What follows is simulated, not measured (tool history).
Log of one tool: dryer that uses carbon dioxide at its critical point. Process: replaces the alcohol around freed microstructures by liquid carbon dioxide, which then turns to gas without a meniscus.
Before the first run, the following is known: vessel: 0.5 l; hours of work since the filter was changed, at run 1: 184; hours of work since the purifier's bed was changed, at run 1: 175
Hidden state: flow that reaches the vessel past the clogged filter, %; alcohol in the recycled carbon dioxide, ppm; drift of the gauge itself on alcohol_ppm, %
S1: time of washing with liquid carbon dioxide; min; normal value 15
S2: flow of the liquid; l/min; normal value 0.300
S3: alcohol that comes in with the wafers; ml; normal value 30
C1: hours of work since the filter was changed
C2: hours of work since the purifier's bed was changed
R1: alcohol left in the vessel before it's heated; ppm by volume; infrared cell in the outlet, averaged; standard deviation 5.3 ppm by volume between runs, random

{"run": 1, "hour": 0.0, "S1": 15, "S2": 0.3, "S3": 30, "C1": 184, "C2": 175, "R1": 263}
{"run": 2, "hour": 10.2, "S1": 15, "S2": 0.3, "S3": 30, "C1": 190, "C2": 182, "R1": 268}
{"run": 3, "hour": 15.3, "S1": 15, "S2": 0.3, "S3": 30, "C1": 193, "C2": 185, "R1": 267}
{"run": 4, "hour": 20.4, "S1": 15, "S2": 0.3, "S3": 30, "C1": 197, "C2": 188, "R1": 264}
{"run": 5, "hour": 30.2, "S1": 15, "S2": 0.3, "S3": 30, "C1": 203, "C2": 194, "R1": 270}
{"run": 6, "hour": 37.6, "S1": 15, "S2": 0.3, "S3": 30, "C1": 207, "C2": 199, "R1": 271}
{"run": 7, "hour": 48.9, "S1": 15, "S2": 0.3, "S3": 30, "C1": 215, "C2": 206, "R1": 278}
{"run": 8, "hour": 57.4, "S1": 15, "S2": 0.3, "S3": 30, "C1": 220, "C2": 212, "R1": 292}
{"run": 9, "hour": 62.6, "S1": 15, "S2": 0.3, "S3": 30, "C1": 223, "C2": 215, "R1": 303}
{"run": 10, "hour": 68.7, "S1": 15, "S2": 0.3, "S3": 30, "C1": 227, "C2": 219, "R1": 297}
{"run": 11, "hour": 77.9, "S1": 13, "S2": 0.3, "S3": 30, "C1": 233, "C2": 225, "R1": 547}
{"run": 12, "hour": 83.7, "S1": 13, "S2": 0.3, "S3": 30, "C1": 237, "C2": 228, "R1": 557}
{"run": 13, "hour": 92.8, "S1": 13, "S2": 0.3, "S3": 37, "C1": 243, "C2": 234, "R1": 680}
{"run": 14, "hour": 105.0, "S1": 13, "S2": 0.3, "S3": 37, "C1": 250, "C2": 242, "R1": 709}
{"run": 15, "hour": 117.2, "S1": 15, "S2": 0.3, "S3": 30, "C1": 258, "C2": 250, "R1": 322}
{"run": 16, "hour": 122.6, "S1": 15, "S2": 0.315, "S3": 30, "C1": 261, "C2": 253, "R1": 261}
{"run": 17, "hour": 128.4, "S1": 15, "S2": 0.315, "S3": 30, "C1": 265, "C2": 257, "R1": 286}
{"run": 18, "hour": 136.3, "S1": 15, "S2": 0.3, "S3": 86, "C1": 270, "C2": 262, "R1": 802}
{"run": 19, "hour": 142.1, "S1": 17, "S2": 0.306, "S3": 54, "C1": 274, "C2": 265, "R1": 281}
{"run": 20, "hour": 149.9, "S1": 17, "S2": 0.41, "S3": 30, "C1": 279, "C2": 270, "R1": 96}
{"run": 21, "hour": 157.0, "S1": 15, "S2": 0.385, "S3": 30, "C1": 283, "C2": 275, "R1": 133}
{"run": 22, "hour": 166.3, "S1": 15, "S2": 0.385, "S3": 30, "C1": 289, "C2": 281, "R1": 154}
{"run": 23, "hour": 175.3, "S1": 15, "S2": 0.385, "S3": 30, "C1": 295, "C2": 287, "R1": 145}
{"run": 24, "hour": 184.1, "S1": 15, "S2": 0.385, "S3": 30, "C1": 301, "C2": 292, "R1": 159}
{"run": 25, "hour": 190.6, "S1": 15, "S2": 0.339, "S3": 30, "C1": 305, "C2": 296, "R1": 236}
{"run": 26, "hour": 199.3, "S1": 15, "S2": 0.339, "S3": 30, "C1": 310, "C2": 302, "R1": 227}
{"run": 27, "hour": 207.5, "S1": 10, "S2": 0.3, "S3": 29, "C1": 315, "C2": 307, "R1": 1761}
{"run": 28, "hour": 217.5, "S1": 9, "S2": 0.432, "S3": 29, "C1": 322, "C2": 313, "R1": 717}
{"run": 29, "hour": 225.7, "S1": 9, "S2": 0.432, "S3": 29, "C1": 327, "C2": 319, "R1": 743}
{"run": 30, "hour": 232.9, "S1": 21, "S2": 0.352, "S3": 78, "C1": 332, "C2": 323, "R1": 119}
{"hour": 234.8, "done": "inlet filter changed"}
{"run": 31, "hour": 239.9, "S1": 14, "S2": 0.266, "S3": 84, "C1": 3, "C2": 327, "R1": 1000}
{"run": 32, "hour": 251.9, "S1": 14, "S2": 0.266, "S3": 84, "C1": 11, "C2": 335, "R1": 990}
{"run": 33, "hour": 258.9, "S1": 14, "S2": 0.266, "S3": 77, "C1": 15, "C2": 339, "R1": 934}

Measured less the same run without the tool's hidden state. The same run-to-run variation is in both; the gauge's scatter may not be:
run=1 R1=+140
run=2 R1=+148
run=3 R1=+147
run=4 R1=+151
run=5 R1=+157
run=6 R1=+161
run=7 R1=+167
run=8 R1=+172
run=9 R1=+178
run=10 R1=+179
run=11 R1=+295
run=12 R1=+302
run=13 R1=+366
run=14 R1=+387
run=15 R1=+209
run=16 R1=+179
run=17 R1=+189
run=18 R1=+492
run=19 R1=+206
run=20 R1=+85
run=21 R1=+116
run=22 R1=+128
run=23 R1=+126
run=24 R1=+130
run=25 R1=+183
run=26 R1=+185
run=27 R1=+901
run=28 R1=+449
run=29 R1=+465
run=30 R1=+111
run=31 R1=+101
run=32 R1=+117
run=33 R1=+127
